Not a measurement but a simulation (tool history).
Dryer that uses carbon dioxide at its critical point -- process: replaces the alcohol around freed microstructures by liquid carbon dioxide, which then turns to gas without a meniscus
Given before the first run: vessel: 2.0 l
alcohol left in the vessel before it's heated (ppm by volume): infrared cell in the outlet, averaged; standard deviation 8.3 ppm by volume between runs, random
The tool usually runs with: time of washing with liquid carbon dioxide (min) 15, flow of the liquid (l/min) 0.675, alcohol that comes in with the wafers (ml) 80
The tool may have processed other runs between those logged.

run,hour,time of washing with liquid carbon dioxide (min),flow of the liquid (l/min),alcohol that comes in with the wafers (ml),alcohol left in the vessel before it's heated (ppm by volume)
1,0,15,0.675,80,575
2,33.7,15,0.675,80,580
3,65,15,0.675,59,472
4,86.7,15,0.675,80,602
5,109.4,15,0.675,80,617
6,135.8,15,0.675,80,625
7,165.4,15,0.675,80,625
8,194.4,15,0.675,80,651
9,218,15,0.675,80,653
10,242.1,15,0.675,80,652
11,265.9,15,0.675,80,662
12,297.9,15,0.675,80,665
13,312.2,15,0.675,80,673
14,340.2,18,0.784,51,142
15,372.2,11,0.675,92,2273
16,392.2,22,0.675,37,101
17,422.2,24,0.477,80,463
18,442,9,0.484,38,3280
19,465.7,23,0.685,27,88
20,484.1,23,0.685,27,100
21,515.7,22,0.675,81,168
22,548.5,19,0.771,115,228
23,568.6,17,0.493,115,2094
24,599.9,17,0.493,115,2184
25,632.3,15,0.905,88,276
26,664.3,11,1.065,42,261

Each row is a separate what-if for the run after 26, all from the same tool condition, not one after another. Results?
# hour 673.9: inlet filter changed
A,683,23,0.471,109,?
# hour 673.9: inlet filter changed
B,683,11,1.065,51,?
# hour 673.9: inlet filter changed
C,683,22,0.721,42,?
# hour 673.9: inlet filter changed
D,683,15,0.675,85,?
# hour 673.9: inlet filter changed
E,683,15,1.087,31,?

run,alcohol left in the vessel before it's heated (ppm by volume)
A,562
B,220
C,100
D,560
E,101
With no hidden state in the tool, these same runs would have given:
run,alcohol left in the vessel before it's heated (ppm by volume)
A,464
B,130
C,13
D,464
E,13

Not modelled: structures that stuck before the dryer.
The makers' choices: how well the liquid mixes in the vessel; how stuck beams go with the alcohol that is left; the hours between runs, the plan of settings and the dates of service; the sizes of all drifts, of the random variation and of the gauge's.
